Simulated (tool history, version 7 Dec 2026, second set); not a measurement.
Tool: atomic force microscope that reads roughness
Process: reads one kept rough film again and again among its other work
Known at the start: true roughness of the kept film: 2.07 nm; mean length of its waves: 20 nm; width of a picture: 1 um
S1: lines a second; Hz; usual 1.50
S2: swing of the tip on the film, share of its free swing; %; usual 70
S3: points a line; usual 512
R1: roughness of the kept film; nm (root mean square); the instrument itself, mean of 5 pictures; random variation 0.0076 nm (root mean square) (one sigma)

run   hour    S1  S2   S3     R1
  1    0.0  1.50  70  512  1.224
  2    8.7  1.36  70  512  1.201
  3   15.4  1.36  70  512  1.184
  4   27.7  1.36  70  512  1.138
  5   35.8  1.36  70  512  1.106
  6   45.7  1.36  70  512  1.089
  7   52.3  1.36  70  512  1.068
  8   68.4  1.36  70  512  1.031
  9   80.2  1.36  70  512  0.994
 10   89.3  1.36  70  512  0.975
      98.1  -- new tip fitted
 11  101.3  1.36  70  512  1.579
 12  109.7  1.36  70  512  1.510
 13  125.2  1.36  70  512  1.454
 14  133.2  1.50  62  512  1.443
 15  145.8  1.50  62  512  1.386
 16  155.7  1.50  62  512  1.341
 17  170.6  1.78  88  512  1.127
 18  183.0  1.50  63  709  1.248
 19  196.9  1.50  63  709  1.202
 20  209.1  1.50  89  620  1.036
 21  225.5  1.62  87  730  0.991
 22  240.7  1.62  87  730  0.956
 23  257.1  1.02  60  393  1.049
 24  270.0  1.50  58  512  1.008
     277.0  -- new tip fitted
 25  281.3  1.50  58  357  1.602
 26  293.4  1.50  58  357  1.537
 27  306.6  1.18  88  824  1.364
 28  315.8  1.18  88  824  1.325
 29  323.9  0.56  88  824  1.371
 30  333.6  4.00  88  259  0.961

Measured less the same run without the tool's hidden state. The same run-to-run variation is in both; the gauge's scatter may not be:
The hidden state here: radius of the tip, nm; height scale over the true one, %; drift of the gauge itself on roughness_nm, %.
run      R1
  1  -0.382
  2  -0.410
  3  -0.433
  4  -0.471
  5  -0.492
  6  -0.530
  7  -0.545
  8  -0.587
  9  -0.613
 10  -0.631
 11  -0.036
 12  -0.081
 13  -0.162
 14  -0.204
 15  -0.262
 16  -0.300
 17  -0.311
 18  -0.398
 19  -0.442
 20  -0.428
 21  -0.478
 22  -0.514
 23  -0.624
 24  -0.650
 25  -0.035
 26  -0.098
 27  -0.160
 28  -0.201
 29  -0.249
 30  -0.210
